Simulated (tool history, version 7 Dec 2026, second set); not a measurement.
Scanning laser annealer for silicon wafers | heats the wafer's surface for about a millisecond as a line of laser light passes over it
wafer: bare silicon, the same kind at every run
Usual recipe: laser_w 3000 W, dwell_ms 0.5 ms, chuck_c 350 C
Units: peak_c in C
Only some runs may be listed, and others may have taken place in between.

run  hour  laser_w  dwell_ms  chuck_c  peak_c
  1     0     3000       0.5      350    1057
  2   6.5     3000       0.5      318    1023
  3  17.3     3000       0.5      318    1025
  4  26.1     3000       0.5      318    1022
  5    36     3278       0.5      318    1110
  6  43.4     3000       0.5      376    1080
  7    49     3000     0.532      350    1078
  8  58.9     3000     0.532      350    1076
  9  68.2     2695     0.386      350     895
 10  74.9     3053     0.566      323    1090
 11  84.2     2805     0.566      319    1004

Here are 4 independent what-if runs from the current tool condition. What would each one return?
  A  92.6     3000     0.533      350       ?
  B  92.6     2700     0.487      367       ?
  C  92.6     2642     0.397      377       ?
  D  92.6     3249       0.5      323       ?

run  peak_c
  A    1080
  B     973
  C     912
  D    1103
With no hidden state in the tool, these same runs would have given:
run  peak_c
  A    1080
  B     974
  C     913
  D    1104
